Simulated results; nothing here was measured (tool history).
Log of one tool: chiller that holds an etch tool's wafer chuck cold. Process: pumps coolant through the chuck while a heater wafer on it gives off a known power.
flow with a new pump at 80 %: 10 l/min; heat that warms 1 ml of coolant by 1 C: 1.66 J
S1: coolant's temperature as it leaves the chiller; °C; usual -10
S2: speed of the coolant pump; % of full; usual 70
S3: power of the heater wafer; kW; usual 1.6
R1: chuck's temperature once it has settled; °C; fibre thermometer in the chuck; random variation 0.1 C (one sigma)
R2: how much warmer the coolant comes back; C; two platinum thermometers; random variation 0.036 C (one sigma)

run,hour,S1,S2,S3,R1,R2
1,0,-10,70,1.6,4,6.59
2,113.2,-10,70,1.6,4,6.62
3,277.2,-10,70,1.6,4,6.58
4,368,0,70,1.6,14,6.62
5,523.8,0,65,1.6,14.8,7.18
6,698.8,-10,70,1.6,4.2,6.67
7,802,-7,70,1.6,7,6.64
8,962.6,-7,70,1.6,7.2,6.68
9,1044.7,-7,70,2.155,12.1,8.99
10,1170.4,-7,70,2.155,12.1,8.97
11,1283.4,-7,78,2.155,10.7,8.14
12,1428.8,-10,70,1.6,4.2,6.8
13,1536.1,-10,70,1.627,4.4,6.86
14,1716,-10,70,1.627,4.2,6.92
15,1879.5,-10,70,1.627,4.4,6.88
16,2002.6,-10,70,1.6,4.3,6.84
17,2117.2,-10,88,1.6,2.3,5.51
18,2288.6,-10,97,1.798,3.2,5.55
19,2427.6,-10,97,1.798,3.2,5.58
20,2522.3,-10,70,1.186,0.5,5.01
21,2633.7,-4,65,1.186,6.9,5.42
22,2754.8,-4,85,1.97,12,7.08
23,2865.6,-10,67,1.6,4.7,7.19
24,2944.7,-10,67,1.6,4.8,7.2
25,3079.3,0,67,1.6,14.8,7.18
26,3184.8,0,67,1.6,14.8,7.21
27,3368,-8,70,1.6,6.3,6.88
28,3446.3,-2,78,1.009,6.4,3.97
29,3528.1,-17,70,1.99,0.9,8.54
30,3697,-7,78,1.99,10,7.8
31,3809.7,-14,93,1.99,1.2,6.57

Forecast each of these 3 alternatives for the next run:
A,3912.4,-12,89,2.346,?,?
B,3912.4,-12,67,1.353,?,?
C,3912.4,-7,70,1.6,?,?

run,R1,R2
A,6.5,8.04
B,0.5,6.12
C,7.5,6.98
Without the tool's hidden state the same runs would have given:
run,R1,R2
A,5.6,7.64
B,0.1,5.81
C,7,6.63

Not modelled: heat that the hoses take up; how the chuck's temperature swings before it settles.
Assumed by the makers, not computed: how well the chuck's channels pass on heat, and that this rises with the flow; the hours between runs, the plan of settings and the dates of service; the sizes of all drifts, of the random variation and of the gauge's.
